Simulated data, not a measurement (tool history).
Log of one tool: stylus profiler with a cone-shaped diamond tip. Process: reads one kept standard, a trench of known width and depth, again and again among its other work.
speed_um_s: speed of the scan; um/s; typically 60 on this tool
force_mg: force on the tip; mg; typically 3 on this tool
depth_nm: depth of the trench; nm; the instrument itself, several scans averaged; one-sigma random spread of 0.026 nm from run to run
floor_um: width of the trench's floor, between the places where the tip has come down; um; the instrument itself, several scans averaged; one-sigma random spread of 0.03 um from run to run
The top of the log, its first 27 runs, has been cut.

run	day	speed_um_s	force_mg	scans with this tip	hours of work since the height scale was calibrated	depth_nm	floor_um
28	24.946	125	1.09	8358	746	100.24	17.16
29	26.029	125	1.09	8531	762	100.2	17.2
30	27.15	166	1.56	8712	778	100.31	17.16
31	27.717	239	2.45	8803	786	100.47	17.07
32	28.729	28	1.08	8966	800	100.22	17.41
33	29.288	41	5.9	9055	808	100.9	17.49
34	30.125	69	1.42	9190	820	100.24	17.33
35	30.692	27	7.53	9281	828	101.03	17.47
36	31.633	151	1.91	9433	842	100.37	17.16
37	32.392	60	1.17	9554	853	100.21	17.28
38	32.983	22	3.73	9649	861	100.58	17.46
39	34.129	22	3.73	9833	878	100.61	17.43
40	35.275	22	3.73	10018	894	100.63	17.39
41	36.462	98	3.73	10208	911	100.61	17.29

Here are 3 independent what-if runs from the current tool condition. What would each one return?
A	37.317	21	5.91	10346	923	?	?
B	37.317	52	4.27	10346	923	?	?
C	37.317	24	4.92	10346	923	?	?

run	depth_nm	floor_um
A	100.88	17.4
B	100.68	17.41
C	100.77	17.37
The same runs, with their run-to-run variation unchanged, on a tool lacking any hidden condition would have given:
run	depth_nm	floor_um
A	101.03	17.97
B	100.82	17.99
C	100.92	17.95
